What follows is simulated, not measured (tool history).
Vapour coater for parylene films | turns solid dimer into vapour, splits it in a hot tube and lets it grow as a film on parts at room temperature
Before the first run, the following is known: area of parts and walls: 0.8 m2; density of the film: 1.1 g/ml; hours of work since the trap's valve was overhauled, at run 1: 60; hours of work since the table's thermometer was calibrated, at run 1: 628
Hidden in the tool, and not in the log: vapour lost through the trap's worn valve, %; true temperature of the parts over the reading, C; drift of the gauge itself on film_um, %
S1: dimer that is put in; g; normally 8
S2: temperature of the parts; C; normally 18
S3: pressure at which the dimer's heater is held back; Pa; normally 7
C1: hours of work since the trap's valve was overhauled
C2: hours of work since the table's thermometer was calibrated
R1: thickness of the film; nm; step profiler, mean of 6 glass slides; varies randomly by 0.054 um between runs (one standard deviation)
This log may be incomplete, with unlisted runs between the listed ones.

| run | hour | S1 | S2 | S3 | C1 | C2 | R1 |
|---|---|---|---|---|---|---|---|
| 1 | 0 | 8 | 18 | 7 | 60 | 628 | 6300 |
| 2 | 26.6 | 8 | 18 | 7 | 71 | 639 | 6220 |
| 3 | 56.2 | 8 | 18 | 7 | 83 | 651 | 6200 |
| 4 | 74.5 | 8 | 18 | 7 | 91 | 659 | 6160 |
| 5 | 102.2 | 8 | 18 | 7 | 102 | 671 | 6180 |
| 6 | 124.2 | 8 | 18 | 2.31 | 112 | 680 | 7070 |
| 7 | 162.9 | 8 | 18 | 2.31 | 128 | 696 | 6900 |
| 8 | 188.5 | 8 | 18 | 2.31 | 138 | 707 | 6870 |
|  | 195 | trap's valve overhauled |
| 9 | 211.5 | 9 | 25 | 2.36 | 7 | 715 | 6590 |
| 10 | 245.8 | 3 | 18 | 7.9 | 21 | 729 | 2170 |
| 11 | 279.3 | 3 | 18 | 7.9 | 35 | 743 | 2190 |

Alternative continuations, all from the tool just after run 11; predict every row:
| A | 299 | 6 | 14 | 7 | 44 | 751 | ? |
| B | 299 | 3 | 13 | 7.9 | 44 | 751 | ? |
| C | 299 | 9 | 14 | 4.53 | 44 | 751 | ? |
| D | 299 | 3 | 27 | 2.28 | 44 | 751 | ? |

| run | R1 |
|---|---|
| A | 4790 |
| B | 2460 |
| C | 7510 |
| D | 2110 |
The same runs, with their run-to-run variation unchanged, on a tool lacking any hidden condition would have given:
| run | R1 |
|---|---|
| A | 5090 |
| B | 2610 |
| C | 7970 |
| D | 2240 |
